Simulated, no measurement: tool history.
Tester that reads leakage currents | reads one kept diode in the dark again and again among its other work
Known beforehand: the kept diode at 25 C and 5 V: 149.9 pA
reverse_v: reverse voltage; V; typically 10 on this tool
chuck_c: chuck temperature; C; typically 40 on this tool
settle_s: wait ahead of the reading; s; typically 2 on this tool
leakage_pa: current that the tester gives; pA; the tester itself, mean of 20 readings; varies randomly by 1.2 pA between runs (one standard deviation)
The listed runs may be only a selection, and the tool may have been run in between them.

run,hour,reverse_v,chuck_c,settle_s,leakage_pa
1,0,10,40,2,530.54
2,76.1,10,40,2,529.97
3,142.1,10,22,2,152.62
4,215.6,10,40,2,529.51
5,324.5,10,40,2,529.38
6,380.7,10,40,2,529.15
7,450.6,10,40,2,530.97
8,504.2,10,40,2,530.57
9,596.5,10,40,2,530.96
10,702.6,10,40,2,527.1
11,750.6,10,40,2,528.13
12,854.6,10,25,2,189.93
13,911.3,10,25,0.34,192.63
14,980.6,10,25,0.34,191.93
15,1061.2,10,25,0.34,192.38
16,1124,10,40,2,528.03
17,1216.2,10,40,0.67,529.24
18,1326.2,10,40,0.67,529.64
19,1375.6,10,40,0.67,527.9
20,1479.6,10,54,2,1280.7
21,1559,10,54,7.57,1267.03
22,1621,4,28,0.71,170.39
23,1683.7,2.1,35,2.7,221.68
24,1758.4,1.7,22,2.7,82.4
25,1870.8,5.2,25,1.77,152.55
26,1970.5,1.7,28,0.75,126.45
27,2039.4,1.7,32,0.75,168.21
28,2135.8,1.7,32,0.75,167.63
29,2241.6,1.7,32,0.75,167.71
30,2352.5,6.2,36,2.94,342.49
31,2407.3,8.5,43,2,603.57
32,2489.9,8.5,43,2,605.85
33,2584.2,10,23,2,169.82
# hour 2644: chuck's temperature calibrated
34,2652.5,18.6,40,1.04,689.79
35,2712.9,18.6,40,1.04,687.82
# hour 2754.9: probe card cleaned and baked
36,2802.2,1.5,53,1.9,658.19
37,2852.5,1.5,22,4.89,80.37
38,2927,6.3,40,0.74,460.19
39,2993.6,1.3,54,2,667.68

Pick out some run-to-run changes in leakage_pa. Of each, how much would a tool without hidden state show as well, from the settings, what came in and chance, and how much is left for the hidden state and any gauge scatter not in both results compared?
Hidden conditions of the tool in this case: stray current of the dirty probe card, pA a volt; current scale over the true one, %; true chuck temperature over the reading, C; drift of the gauge itself on leakage_pa, %.
Run 19 -> 20: chuck_c 40 -> 54, settle_s 0.67 -> 2. leakage_pa +752.8 pA: hidden state -26.21, all else +779.01.
Run 21 -> 22: reverse_v 10 -> 4, chuck_c 54 -> 28, settle_s 7.57 -> 0.71. leakage_pa -1096.64 pA: hidden state +33.49, all else -1130.13.
Run 35 -> 36: reverse_v 18.6 -> 1.5, chuck_c 40 -> 53, settle_s 1.04 -> 1.9, probe card cleaned and baked. leakage_pa -29.63 pA: hidden state -30.25, all else +0.62.
Run 36 -> 37: chuck_c 53 -> 22, settle_s 1.9 -> 4.89. leakage_pa -577.82 pA: hidden state +0.79, all else -578.61.
